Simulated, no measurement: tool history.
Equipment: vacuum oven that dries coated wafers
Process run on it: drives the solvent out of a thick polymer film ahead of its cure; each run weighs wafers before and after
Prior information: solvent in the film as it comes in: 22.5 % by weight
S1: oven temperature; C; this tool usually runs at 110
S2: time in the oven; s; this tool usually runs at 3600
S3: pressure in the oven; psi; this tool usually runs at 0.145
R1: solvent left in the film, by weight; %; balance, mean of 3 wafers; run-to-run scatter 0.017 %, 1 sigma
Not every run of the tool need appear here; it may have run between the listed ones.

run 1 hour=0.0 | S1=110 S2=3600 S3=0.145 | R1=6.09
run 2 hour=56.6 | S1=110 S2=3600 S3=0.145 | R1=6.05
run 3 hour=117.6 | S1=110 S2=3600 S3=0.093 | R1=5.79
run 4 hour=166.9 | S1=110 S2=3600 S3=0.093 | R1=5.76
run 5 hour=226.7 | S1=110 S2=3600 S3=0.457 | R1=7.40
run 6 hour=317.0 | S1=114 S2=3600 S3=0.145 | R1=4.43
run 7 hour=415.6 | S1=114 S2=3600 S3=0.145 | R1=4.42
run 8 hour=513.0 | S1=114 S2=5400 S3=0.145 | R1=2.55
run 9 hour=582.0 | S1=114 S2=5400 S3=0.145 | R1=2.52
run 10 hour=660.2 | S1=110 S2=3600 S3=0.145 | R1=5.86
run 11 hour=735.4 | S1=110 S2=3600 S3=0.129 | R1=5.82
-- hour=786.1 oven's thermocouples calibrated
run 12 hour=825.7 | S1=110 S2=2760 S3=0.129 | R1=7.77
run 13 hour=891.5 | S1=110 S2=3600 S3=0.145 | R1=6.18
run 14 hour=995.0 | S1=110 S2=3600 S3=0.161 | R1=6.21
run 15 hour=1048.7 | S1=110 S2=3600 S3=0.161 | R1=6.20
run 16 hour=1101.9 | S1=115 S2=2460 S3=0.133 | R1=6.41
run 17 hour=1184.0 | S1=111 S2=2160 S3=0.200 | R1=9.09
-- hour=1288.9 vacuum gauge cleaned of residue and calibrated
run 18 hour=1288.9 | S1=114 S2=3600 S3=0.174 | R1=4.28
run 19 hour=1347.0 | S1=121 S2=4080 S3=0.190 | R1=1.84
run 20 hour=1449.1 | S1=121 S2=4080 S3=0.190 | R1=1.83
run 21 hour=1509.0 | S1=100 S2=1920 S3=0.117 | R1=13.01
run 22 hour=1577.0 | S1=100 S2=1920 S3=0.117 | R1=12.96
run 23 hour=1668.3 | S1=104 S2=3480 S3=0.184 | R1=8.41
run 24 hour=1757.6 | S1=104 S2=3240 S3=0.376 | R1=9.71
-- hour=1812.5 oven's thermocouples calibrated
run 25 hour=1831.4 | S1=104 S2=3240 S3=0.376 | R1=10.09
run 26 hour=1911.6 | S1=105 S2=2940 S3=0.100 | R1=8.95
run 27 hour=2009.2 | S1=110 S2=3600 S3=0.096 | R1=5.57
run 28 hour=2090.3 | S1=111 S2=3600 S3=0.175 | R1=5.52
run 29 hour=2176.2 | S1=103 S2=4740 S3=0.519 | R1=9.01

Below are 5 alternative next runs, each starting from the tool's condition after run 29. Predict each:
run A hour=2248.7 | S1=109 S2=4020 S3=0.519 | R1=?
run B hour=2248.7 | S1=117 S2=4200 S3=0.232 | R1=?
run C hour=2248.7 | S1=113 S2=3600 S3=0.115 | R1=?
run D hour=2248.7 | S1=102 S2=3600 S3=0.158 | R1=?
run E hour=2248.7 | S1=104 S2=2220 S3=0.132 | R1=?

run=A R1=7.26
run=B R1=2.93
run=C R1=4.45
run=D R1=9.12
run=E R1=11.01
Stripped of hidden state, with their random variation kept, the same runs would have yielded:
run=A R1=7.36
run=B R1=2.97
run=C R1=4.53
run=D R1=9.23
run=E R1=11.11

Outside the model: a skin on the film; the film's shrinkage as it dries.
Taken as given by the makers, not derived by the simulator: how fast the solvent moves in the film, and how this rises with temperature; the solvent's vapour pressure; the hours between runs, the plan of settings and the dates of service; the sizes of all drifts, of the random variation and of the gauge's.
